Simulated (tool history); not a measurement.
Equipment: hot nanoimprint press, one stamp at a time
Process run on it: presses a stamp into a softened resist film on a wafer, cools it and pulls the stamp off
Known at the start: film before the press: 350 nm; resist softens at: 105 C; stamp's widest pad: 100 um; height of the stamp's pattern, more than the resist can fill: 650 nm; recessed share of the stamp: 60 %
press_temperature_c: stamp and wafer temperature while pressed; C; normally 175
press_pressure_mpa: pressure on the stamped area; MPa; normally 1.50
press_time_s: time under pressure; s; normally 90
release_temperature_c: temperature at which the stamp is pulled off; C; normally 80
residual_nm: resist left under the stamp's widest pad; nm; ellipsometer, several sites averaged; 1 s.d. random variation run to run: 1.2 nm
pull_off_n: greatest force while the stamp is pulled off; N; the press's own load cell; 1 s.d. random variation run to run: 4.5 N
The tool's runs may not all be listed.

Run 1, hour 0.0: usual settings. Result: residual_nm 184.3 nm, pull_off_n 220 N.
Run 2, hour 8.8: usual settings. Result: residual_nm 184.6 nm, pull_off_n 229 N.
Run 3, hour 21.9: usual settings. Result: residual_nm 184.9 nm, pull_off_n 228 N.
Run 4, hour 39.1: usual settings. Result: residual_nm 184.9 nm, pull_off_n 234 N.
Run 5, hour 47.9: usual settings but press_time_s 74 s. Result: residual_nm 198.1 nm, pull_off_n 239 N.
Run 6, hour 59.2: usual settings but press_time_s 74 s. Result: residual_nm 197.7 nm, pull_off_n 234 N.
Run 7, hour 75.0: usual settings but press_temperature_c 187 C. Result: residual_nm 111.8 nm, pull_off_n 246 N.
Run 8, hour 87.0: usual settings but press_temperature_c 187 C. Result: residual_nm 109.9 nm, pull_off_n 237 N.
At hour 93.8: plate thermocouple calibrated.
Run 9, hour 98.3: usual settings but press_temperature_c 187 C. Result: residual_nm 107.4 nm, pull_off_n 239 N.
Run 10, hour 108.8: usual settings but press_temperature_c 187 C. Result: residual_nm 107.3 nm, pull_off_n 239 N.
Run 11, hour 117.8: usual settings but press_temperature_c 185 C. Result: residual_nm 117.0 nm, pull_off_n 247 N.
Run 12, hour 130.3: usual settings but press_temperature_c 185 C. Result: residual_nm 117.6 nm, pull_off_n 243 N.
Run 13, hour 147.6: usual settings but press_temperature_c 185 C. Result: residual_nm 116.7 nm, pull_off_n 251 N.
Run 14, hour 165.1: usual settings but press_temperature_c 185 C. Result: residual_nm 119.3 nm, pull_off_n 254 N.
Run 15, hour 179.0: usual settings but press_temperature_c 185 C. Result: residual_nm 117.6 nm, pull_off_n 254 N.
Run 16, hour 191.5: usual settings but press_temperature_c 174 C, press_pressure_mpa 1.31 MPa. Result: residual_nm 198.0 nm, pull_off_n 248 N.
Run 17, hour 199.0: usual settings but press_temperature_c 177 C, press_pressure_mpa 1.31 MPa. Result: residual_nm 176.3 nm, pull_off_n 250 N.
Run 18, hour 213.7: usual settings but press_temperature_c 177 C, press_pressure_mpa 0.91 MPa, press_time_s 124 s. Result: residual_nm 179.8 nm, pull_off_n 257 N.
Run 19, hour 229.1: usual settings but release_temperature_c 76 C. Result: residual_nm 181.8 nm, pull_off_n 288 N.
Run 20, hour 245.6: usual settings but release_temperature_c 76 C. Result: residual_nm 179.6 nm, pull_off_n 291 N.
Run 21, hour 260.8: usual settings but press_temperature_c 163 C, press_pressure_mpa 1.51 MPa, press_time_s 121 s, release_temperature_c 87 C. Result: residual_nm 256.8 nm, pull_off_n 219 N.
Run 22, hour 276.9: usual settings but press_temperature_c 163 C, press_pressure_mpa 1.51 MPa, press_time_s 121 s, release_temperature_c 87 C. Result: residual_nm 261.0 nm, pull_off_n 224 N.
Run 23, hour 287.9: usual settings but press_temperature_c 163 C, press_pressure_mpa 1.51 MPa, press_time_s 121 s, release_temperature_c 87 C. Result: residual_nm 253.7 nm, pull_off_n 228 N.
Run 24, hour 297.5: usual settings but press_temperature_c 163 C, press_pressure_mpa 1.51 MPa, press_time_s 121 s, release_temperature_c 87 C. Result: residual_nm 259.6 nm, pull_off_n 218 N.
Run 25, hour 309.2: usual settings but press_temperature_c 182 C, release_temperature_c 79 C. Result: residual_nm 133.6 nm, pull_off_n 295 N.
Run 26, hour 321.4: usual settings but press_pressure_mpa 1.71 MPa, release_temperature_c 78 C. Result: residual_nm 172.6 nm, pull_off_n 299 N.
Run 27, hour 335.7: usual settings. Result: residual_nm 181.8 nm, pull_off_n 289 N.
Run 28, hour 343.8: usual settings. Result: residual_nm 184.3 nm, pull_off_n 278 N.
Run 29, hour 356.6: usual settings but press_time_s 113 s. Result: residual_nm 169.1 nm, pull_off_n 297 N.
Run 30, hour 366.7: usual settings but press_temperature_c 178 C, press_pressure_mpa 1.09 MPa, press_time_s 170 s, release_temperature_c 87 C. Result: residual_nm 142.7 nm, pull_off_n 239 N.

Predict each of these 4 candidate next runs independently; none follows another, all start after run 30:
Run A, hour 379.0: usual settings but press_temperature_c 178 C, press_pressure_mpa 1.09 MPa, press_time_s 52 s, release_temperature_c 87 C. Result: residual_nm ?, pull_off_n ?.
Run B, hour 379.0: usual settings but press_pressure_mpa 2.12 MPa, release_temperature_c 79 C. Result: residual_nm ?, pull_off_n ?.
Run C, hour 379.0: usual settings but press_temperature_c 173 C, press_pressure_mpa 2.18 MPa, press_time_s 170 s, release_temperature_c 66 C. Result: residual_nm ?, pull_off_n ?.
Run D, hour 379.0: usual settings but press_temperature_c 178 C, press_pressure_mpa 2.38 MPa, press_time_s 170 s, release_temperature_c 87 C. Result: residual_nm ?, pull_off_n ?.

run  residual_nm  pull_off_n
  A        220.0         241
  B        158.9         294
  C        134.6         387
  D         99.5         243
What these runs would have given with no unlogged condition in the tool:
run  residual_nm  pull_off_n
  A        217.0         183
  B        155.3         224
  C        131.3         296
  D         96.8         184

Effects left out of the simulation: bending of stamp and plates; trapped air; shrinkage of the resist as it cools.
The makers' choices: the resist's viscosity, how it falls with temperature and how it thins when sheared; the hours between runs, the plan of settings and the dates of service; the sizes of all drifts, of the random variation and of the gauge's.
